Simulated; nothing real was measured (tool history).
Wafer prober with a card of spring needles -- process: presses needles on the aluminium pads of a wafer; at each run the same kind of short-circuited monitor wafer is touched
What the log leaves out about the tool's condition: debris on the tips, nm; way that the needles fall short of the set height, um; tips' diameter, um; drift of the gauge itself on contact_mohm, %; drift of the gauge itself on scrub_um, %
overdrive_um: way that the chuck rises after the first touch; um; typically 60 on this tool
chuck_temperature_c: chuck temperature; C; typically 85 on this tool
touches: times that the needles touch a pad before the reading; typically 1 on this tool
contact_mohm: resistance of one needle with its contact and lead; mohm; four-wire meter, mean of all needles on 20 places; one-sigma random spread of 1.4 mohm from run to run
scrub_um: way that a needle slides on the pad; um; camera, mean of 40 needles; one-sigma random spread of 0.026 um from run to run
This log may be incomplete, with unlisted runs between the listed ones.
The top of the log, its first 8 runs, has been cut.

| run | hour | overdrive_um | chuck_temperature_c | touches | touches since the tips were cleaned | cleanings since the card got new needles | touches since the first contact's height was set | contact_mohm | scrub_um |
|---|---|---|---|---|---|---|---|---|---|
|  | 47.8 | tips cleaned on abrasive film |
| 9 | 53.3 | 60 | 36 | 1 | 1299 | 6 | 58353 | 111 | 16.59 |
| 10 | 61.6 | 60 | 36 | 1 | 3257 | 6 | 60311 | 112 | 16.61 |
| 11 | 66 | 57 | 85 | 1 | 4312 | 6 | 61366 | 120 | 15.69 |
| 12 | 75.1 | 60 | 85 | 1 | 6461 | 6 | 63515 | 116 | 16.59 |
| 13 | 82.6 | 60 | 85 | 1 | 8224 | 6 | 65278 | 118 | 16.56 |
|  | 83.2 | tips cleaned on abrasive film |
| 14 | 87.9 | 49 | 85 | 1 | 1105 | 7 | 66505 | 120 | 13.57 |
| 15 | 93.7 | 60 | 85 | 1 | 2478 | 7 | 67878 | 117 | 16.6 |
| 16 | 103.8 | 60 | 85 | 1 | 4864 | 7 | 70264 | 116 | 16.57 |
| 17 | 110.6 | 60 | 85 | 1 | 6483 | 7 | 71883 | 118 | 16.58 |
|  | 118.4 | tips cleaned on abrasive film |
| 18 | 119.4 | 60 | 85 | 1 | 219 | 8 | 73935 | 115 | 16.54 |
| 19 | 124 | 60 | 85 | 1 | 1319 | 8 | 75035 | 118 | 16.62 |
| 20 | 134 | 67 | 42 | 1 | 3672 | 8 | 77388 | 106 | 18.52 |

Forecast run 21:
| 21 | 140.7 | 67 | 42 | 1 | 5267 | 8 | 78983 | ? | ? |

{"run 21": {"contact_mohm": 111, "scrub_um": 18.55}}
Without the tool's hidden state the same run would have given contact_mohm 111 mohm, scrub_um 18.55 um.

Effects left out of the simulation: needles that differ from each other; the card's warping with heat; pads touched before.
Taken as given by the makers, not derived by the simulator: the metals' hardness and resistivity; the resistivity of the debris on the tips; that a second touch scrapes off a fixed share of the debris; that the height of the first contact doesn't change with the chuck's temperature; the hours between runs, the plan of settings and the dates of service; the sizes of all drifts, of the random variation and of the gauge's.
